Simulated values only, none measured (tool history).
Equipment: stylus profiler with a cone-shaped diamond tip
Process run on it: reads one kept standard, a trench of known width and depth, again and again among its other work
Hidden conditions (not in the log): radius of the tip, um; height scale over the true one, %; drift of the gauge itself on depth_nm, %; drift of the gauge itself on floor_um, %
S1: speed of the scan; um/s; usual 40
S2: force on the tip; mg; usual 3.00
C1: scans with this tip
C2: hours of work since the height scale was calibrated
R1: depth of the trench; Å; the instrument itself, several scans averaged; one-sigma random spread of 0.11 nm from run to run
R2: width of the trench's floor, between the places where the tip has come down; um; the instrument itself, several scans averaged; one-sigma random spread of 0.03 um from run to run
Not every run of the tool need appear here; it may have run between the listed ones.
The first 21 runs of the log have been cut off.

{"run": 22, "day": 77.079, "S1": 88, "S2": 8.69, "C1": 11876, "C2": 1008, "R1": 2078.3, "R2": 27.88}
{"run": 23, "day": 79.679, "S1": 43, "S2": 2.06, "C1": 12182, "C2": 1034, "R1": 2031.2, "R2": 27.88}
{"run": 24, "day": 84.117, "S1": 70, "S2": 3.0, "C1": 12705, "C2": 1079, "R1": 2038.7, "R2": 27.88}
{"run": 25, "day": 88.462, "S1": 29, "S2": 2.42, "C1": 13217, "C2": 1122, "R1": 2033.3, "R2": 27.97}
{"run": 26, "day": 92.271, "S1": 110, "S2": 3.0, "C1": 13666, "C2": 1160, "R1": 2041.4, "R2": 27.8}
{"run": 27, "day": 96.996, "S1": 37, "S2": 1.8, "C1": 14223, "C2": 1208, "R1": 2026.8, "R2": 27.87}
{"run": 28, "day": 101.325, "S1": 52, "S2": 1.8, "C1": 14733, "C2": 1251, "R1": 2027.9, "R2": 27.83}
{"run": 29, "day": 104.996, "S1": 23, "S2": 2.58, "C1": 15166, "C2": 1288, "R1": 2037.0, "R2": 27.96}
{"run": 30, "day": 108.883, "S1": 44, "S2": 2.58, "C1": 15624, "C2": 1327, "R1": 2034.7, "R2": 27.92}
{"run": 31, "day": 112.871, "S1": 40, "S2": 4.23, "C1": 16094, "C2": 1366, "R1": 2048.4, "R2": 27.9}
{"run": 32, "day": 118.283, "S1": 40, "S2": 4.23, "C1": 16732, "C2": 1421, "R1": 2049.7, "R2": 27.93}
{"run": 33, "day": 122.542, "S1": 92, "S2": 3.0, "C1": 17234, "C2": 1463, "R1": 2041.0, "R2": 27.79}

4 ways to go on from here, each from the tool as it stands after run 33. What would each give?
{"run": "A", "day": 125.95, "S1": 18, "S2": 3.02, "C1": 17636, "C2": 1497, "R1": "?", "R2": "?"}
{"run": "B", "day": 125.95, "S1": 89, "S2": 2.87, "C1": 17636, "C2": 1497, "R1": "?", "R2": "?"}
{"run": "C", "day": 125.95, "S1": 20, "S2": 1.28, "C1": 17636, "C2": 1497, "R1": "?", "R2": "?"}
{"run": "D", "day": 125.95, "S1": 42, "S2": 3.0, "C1": 17636, "C2": 1497, "R1": "?", "R2": "?"}

run=A R1=2038.1 R2=27.99
run=B R1=2036.3 R2=27.74
run=C R1=2020.8 R2=27.92
run=D R1=2038.0 R2=27.89
Had the tool no hidden state, the same runs would have come out as:
run=A R1=2038.4 R2=28.01
run=B R1=2036.6 R2=27.76
run=C R1=2021.0 R2=27.94
run=D R1=2038.3 R2=27.92
